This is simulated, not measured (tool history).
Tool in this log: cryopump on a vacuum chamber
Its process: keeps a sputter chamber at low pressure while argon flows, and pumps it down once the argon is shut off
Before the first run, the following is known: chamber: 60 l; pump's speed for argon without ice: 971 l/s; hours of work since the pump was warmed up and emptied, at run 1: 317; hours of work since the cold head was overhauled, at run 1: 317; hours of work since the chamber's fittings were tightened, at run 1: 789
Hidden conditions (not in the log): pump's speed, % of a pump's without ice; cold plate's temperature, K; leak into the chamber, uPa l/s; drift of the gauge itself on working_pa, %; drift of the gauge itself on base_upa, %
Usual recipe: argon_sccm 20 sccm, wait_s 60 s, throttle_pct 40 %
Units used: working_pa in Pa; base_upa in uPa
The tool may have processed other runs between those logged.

run   hour  argon_sccm  wait_s  throttle_pct  hours of work since the pump was warmed up and emptied  hours of work since the cold head was overhauled  hours of work since the chamber's fittings were tightened  working_pa  base_upa
  1    0.0          20      60            40                                                     317                                               317                                                        789      0.0900      2.00
  2   19.8          20      60            40                                                     328                                               328                                                        800      0.0909      2.00
  3   42.5          20      60            40                                                     341                                               341                                                        813      0.0909      1.98
  4   62.2          20      60            40                                                     353                                               353                                                        824      0.0899      1.97
  5   83.9          20     174            40                                                     365                                               365                                                        837      0.0902      1.37
  6   95.7          20     174            40                                                     372                                               372                                                        843      0.0900      1.34
  7  114.5          20      60            40                                                     382                                               382                                                        854      0.0914      2.01
  8  124.5          27      60            53                                                     388                                               388                                                        860      0.0945      2.03
  9  135.5          13      60            40                                                     394                                               394                                                        866      0.0593      2.00
 10  153.9          13      60            40                                                     405                                               405                                                        877      0.0591      2.03
 11  176.6          10      60            40                                                     418                                               418                                                        890      0.0459      2.09
 12  189.1          10      60            40                                                     425                                               425                                                        897      0.0454      2.04
 13  205.3          17      24            18                                                     434                                               434                                                        906      0.1685      3.56

Branching from run 13: 5 alternative next runs. What would each branch give?
  A  225.1           9      21            16                                                     445                                               445                                                        917           ?         ?
  B  225.1          10     138            46                                                     445                                               445                                                        917           ?         ?
  C  225.1          11      60            40                                                     445                                               445                                                        917           ?         ?
  D  225.1          17      32            18                                                     445                                               445                                                        917           ?         ?
  E  225.1          11      27            40                                                     445                                               445                                                        917           ?         ?

run  working_pa  base_upa
  A      0.1003      4.02
  B      0.0400      1.52
  C      0.0511      2.13
  D      0.1674      3.05
  E      0.0502      3.34
Without the tool's unlogged condition, the same runs would have read:
run  working_pa  base_upa
  A      0.0982      3.24
  B      0.0377      0.75
  C      0.0485      1.35
  D      0.1634      2.25
  E      0.0476      2.56

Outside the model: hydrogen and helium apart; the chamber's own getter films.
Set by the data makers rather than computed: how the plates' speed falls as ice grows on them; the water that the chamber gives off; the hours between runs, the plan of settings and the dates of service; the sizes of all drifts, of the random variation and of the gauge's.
